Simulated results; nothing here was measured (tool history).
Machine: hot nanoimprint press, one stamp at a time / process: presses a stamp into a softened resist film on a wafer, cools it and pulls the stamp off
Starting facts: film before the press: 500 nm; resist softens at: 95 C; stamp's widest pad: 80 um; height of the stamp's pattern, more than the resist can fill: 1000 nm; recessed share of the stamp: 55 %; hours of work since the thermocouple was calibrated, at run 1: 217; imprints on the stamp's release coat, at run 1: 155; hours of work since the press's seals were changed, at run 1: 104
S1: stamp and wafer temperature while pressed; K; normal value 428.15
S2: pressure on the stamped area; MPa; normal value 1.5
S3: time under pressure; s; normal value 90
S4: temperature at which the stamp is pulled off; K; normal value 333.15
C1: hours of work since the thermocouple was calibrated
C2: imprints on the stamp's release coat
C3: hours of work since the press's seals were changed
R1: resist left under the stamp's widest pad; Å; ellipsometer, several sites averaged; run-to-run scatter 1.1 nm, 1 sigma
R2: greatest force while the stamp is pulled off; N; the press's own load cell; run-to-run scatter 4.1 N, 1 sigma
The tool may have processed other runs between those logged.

| run | hour | S1 | S2 | S3 | S4 | C1 | C2 | C3 | R1 | R2 |
|---|---|---|---|---|---|---|---|---|---|---|
| 1 | 0 | 428.15 | 1.5 | 90 | 333.15 | 217 | 155 | 104 | 1866 | 207 |
| 2 | 17.5 | 428.15 | 1.5 | 90 | 333.15 | 228 | 221 | 116 | 1868 | 210 |
| 3 | 40.4 | 428.15 | 1.5 | 90 | 333.15 | 243 | 307 | 131 | 1838 | 216 |
| 4 | 53.8 | 428.15 | 1.5 | 90 | 333.15 | 252 | 357 | 140 | 1874 | 214 |
| 5 | 72.1 | 428.15 | 1.5 | 90 | 333.15 | 264 | 426 | 152 | 1855 | 225 |
| 6 | 89.1 | 428.15 | 1.5 | 90 | 333.15 | 276 | 490 | 163 | 1854 | 214 |
| 7 | 106.7 | 428.15 | 1.5 | 90 | 333.15 | 287 | 556 | 175 | 1881 | 237 |
| 8 | 120.8 | 428.15 | 1.5 | 90 | 333.15 | 297 | 609 | 184 | 1889 | 226 |
| 9 | 141.3 | 428.15 | 1.3 | 90 | 333.15 | 310 | 686 | 198 | 2011 | 229 |
| 10 | 155 | 428.15 | 1.5 | 90 | 333.15 | 319 | 738 | 207 | 1879 | 228 |
| 11 | 180.3 | 428.15 | 1.5 | 90 | 333.15 | 336 | 833 | 223 | 1896 | 247 |
| 12 | 203.7 | 428.15 | 1.17 | 90 | 333.15 | 351 | 921 | 239 | 2126 | 246 |
| 13 | 223.4 | 428.15 | 1.17 | 90 | 336.15 | 364 | 995 | 252 | 2111 | 239 |
| 14 | 234.6 | 428.15 | 1.5 | 90 | 333.15 | 372 | 1037 | 259 | 1901 | 262 |
| 15 | 248.6 | 428.15 | 1.5 | 90 | 333.15 | 381 | 1090 | 268 | 1908 | 255 |
| 16 | 265.4 | 428.15 | 1.07 | 90 | 327.15 | 392 | 1153 | 280 | 2213 | 296 |
| 17 | 280 | 424.15 | 2.37 | 69 | 330.15 | 402 | 1208 | 289 | 2032 | 286 |
| 18 | 298.8 | 424.15 | 2.37 | 98 | 322.15 | 414 | 1279 | 302 | 1741 | 344 |
| 19 | 320.9 | 438.15 | 1.28 | 51 | 320.15 | 429 | 1362 | 316 | 1813 | 338 |
| 20 | 341.2 | 430.15 | 2.21 | 51 | 335.15 | 442 | 1438 | 330 | 1877 | 259 |
| 21 | 357.8 | 437.15 | 2.21 | 160 | 335.15 | 453 | 1500 | 341 | 861 | 261 |
| 22 | 377.4 | 437.15 | 2.27 | 160 | 335.15 | 466 | 1574 | 354 | 855 | 271 |
| 23 | 402.7 | 422.15 | 1.5 | 55 | 339.15 | 483 | 1669 | 370 | 2916 | 246 |
| 24 | 413.4 | 428.15 | 1.5 | 118 | 333.15 | 490 | 1710 | 377 | 1744 | 286 |
| 25 | 437.6 | 425.15 | 1.71 | 48 | 330.15 | 506 | 1801 | 393 | 2638 | 318 |
| 26 | 450.3 | 428.15 | 1.31 | 48 | 333.15 | 514 | 1848 | 402 | 2598 | 301 |
|  | 467.1 | plate thermocouple calibrated |
| 27 | 467.1 | 428.15 | 1.31 | 48 | 333.15 | 0 | 1900 | 411 | 2469 | 279 |
| 28 | 478.5 | 426.15 | 1.02 | 121 | 333.15 | 8 | 1943 | 419 | 2100 | 286 |
| 29 | 496.6 | 426.15 | 1.02 | 121 | 333.15 | 20 | 2011 | 430 | 2126 | 298 |

Entry by entry between the runs, the difference in hidden state between the last listed run before and the first listed run after:
In the gap between runs 26 and 27: plate thermocouple calibrated (hour 467.1)
  true temperature over the reading, C: -1.88 -> -0.17; pressure that arrives at the usual setting, %: 97.74 -> 97.69; grip of the stamp's worn release coat, % over a new coat's: 44.3 -> 45.6
  the result without the hidden state subtracted from the measured one, R1: +184 -> +37 Å; R2: +101 -> +88 N

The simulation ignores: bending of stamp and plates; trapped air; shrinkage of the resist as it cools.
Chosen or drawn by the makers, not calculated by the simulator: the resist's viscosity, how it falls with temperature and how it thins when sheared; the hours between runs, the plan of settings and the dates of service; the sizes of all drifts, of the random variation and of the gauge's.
